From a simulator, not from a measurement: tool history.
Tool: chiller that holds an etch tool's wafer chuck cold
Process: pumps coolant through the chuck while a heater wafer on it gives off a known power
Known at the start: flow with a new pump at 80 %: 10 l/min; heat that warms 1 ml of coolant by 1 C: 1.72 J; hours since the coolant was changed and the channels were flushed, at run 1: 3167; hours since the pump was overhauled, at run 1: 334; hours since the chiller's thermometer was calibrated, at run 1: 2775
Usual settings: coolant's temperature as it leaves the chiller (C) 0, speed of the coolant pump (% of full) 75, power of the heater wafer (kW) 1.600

| run | day | coolant's temperature as it leaves the chiller (C) | speed of the coolant pump (% of full) | power of the heater wafer (kW) | hours since the coolant was changed and the channels were flushed | hours since the pump was overhauled | hours since the chiller's thermometer was calibrated | chuck's temperature once it has settled (C) | how much warmer the coolant comes back (C) |
|---|---|---|---|---|---|---|---|---|---|
| 1 | 0.000 | 0 | 75 | 1.600 | 3167 | 334 | 2775 | 13.7 | 5.93 |
| 2 | 2.967 | 0 | 75 | 1.600 | 3238 | 405 | 2846 | 13.7 | 5.99 |
| 3 | 4.888 | 0 | 75 | 1.600 | 3284 | 451 | 2893 | 13.6 | 5.96 |
|  | 6.458 | coolant changed, channels flushed |
| 4 | 8.488 | 0 | 75 | 1.600 | 49 | 532 | 2973 | 13.6 | 5.92 |
| 5 | 10.908 | 0 | 75 | 1.600 | 107 | 590 | 3031 | 13.6 | 5.94 |
| 6 | 13.383 | 0 | 75 | 1.600 | 166 | 649 | 3090 | 13.7 | 5.97 |
| 7 | 16.096 | 0 | 75 | 1.600 | 231 | 714 | 3156 | 13.6 | 5.94 |
| 8 | 18.633 | 0 | 75 | 1.600 | 292 | 775 | 3216 | 13.6 | 6.06 |
| 9 | 21.479 | 0 | 72 | 1.600 | 361 | 843 | 3285 | 13.7 | 6.24 |
| 10 | 23.208 | 0 | 75 | 1.600 | 402 | 885 | 3326 | 13.6 | 6.06 |
| 11 | 25.417 | 0 | 75 | 1.600 | 455 | 938 | 3379 | 13.6 | 6.02 |
| 12 | 27.083 | 0 | 75 | 1.600 | 495 | 978 | 3419 | 13.4 | 6.00 |
| 13 | 29.388 | 0 | 75 | 1.600 | 550 | 1033 | 3475 | 13.7 | 6.01 |
| 14 | 33.025 | 0 | 75 | 1.600 | 638 | 1120 | 3562 | 13.7 | 6.06 |
| 15 | 35.462 | 0 | 75 | 1.600 | 696 | 1179 | 3620 | 13.5 | 6.14 |
|  | 37.696 | chiller's thermometer calibrated |
| 16 | 39.467 | 4 | 75 | 1.600 | 791 | 1274 | 43 | 17.5 | 6.08 |
| 17 | 42.742 | 0 | 90 | 0.934 | 870 | 1353 | 121 | 7.2 | 3.08 |
| 18 | 45.783 | 0 | 90 | 0.934 | 943 | 1426 | 194 | 7.1 | 3.07 |
| 19 | 47.788 | 6 | 75 | 1.930 | 991 | 1474 | 242 | 22.2 | 7.41 |
| 20 | 51.162 | 0 | 81 | 1.392 | 1072 | 1555 | 323 | 11.4 | 4.94 |
| 21 | 53.004 | 0 | 84 | 1.332 | 1116 | 1599 | 367 | 10.6 | 4.70 |
| 22 | 55.954 | -5 | 72 | 2.117 | 1187 | 1670 | 438 | 13.5 | 8.44 |
| 23 | 57.738 | -5 | 72 | 2.117 | 1230 | 1713 | 481 | 13.4 | 8.36 |
| 24 | 60.150 | 0 | 63 | 0.947 | 1288 | 1770 | 539 | 8.9 | 4.40 |
| 25 | 63.642 | 0 | 63 | 0.947 | 1371 | 1854 | 623 | 8.7 | 4.38 |
| 26 | 65.996 | 7 | 72 | 1.251 | 1428 | 1911 | 679 | 17.8 | 5.07 |
| 27 | 68.467 | 9 | 73 | 1.541 | 1487 | 1970 | 739 | 22.5 | 6.15 |
| 28 | 72.029 | 1 | 70 | 2.116 | 1573 | 2056 | 824 | 19.7 | 8.70 |
| 29 | 74.138 | -1 | 75 | 1.600 | 1623 | 2106 | 875 | 12.5 | 6.23 |
| 30 | 77.033 | -8 | 63 | 1.684 | 1693 | 2176 | 944 | 8.0 | 7.66 |
|  | 80.058 | gauge calibrated |
| 31 | 80.767 | -8 | 63 | 1.684 | 1782 | 2265 | 1034 | 8.0 | 7.37 |
| 32 | 84.092 | -8 | 63 | 1.684 | 1862 | 2345 | 1114 | 8.2 | 7.32 |

Forecast each of these 3 alternatives for the next run:
| A | 85.871 | -2 | 79 | 1.600 | 1905 | 2388 | 1156 | ? | ? |
| B | 85.871 | -8 | 88 | 1.646 | 1905 | 2388 | 1156 | ? | ? |
| C | 85.871 | 2 | 73 | 1.600 | 1905 | 2388 | 1156 | ? | ? |

| run | chuck's temperature once it has settled (C) | how much warmer the coolant comes back (C) |
|---|---|---|
| A | 11.1 | 5.61 |
| B | 4.7 | 5.22 |
| C | 15.7 | 6.14 |
Without the tool's hidden state the same runs would have given:
| run | chuck's temperature once it has settled (C) | how much warmer the coolant comes back (C) |
|---|---|---|
| A | 11.0 | 5.58 |
| B | 4.7 | 5.19 |
| C | 15.7 | 6.12 |
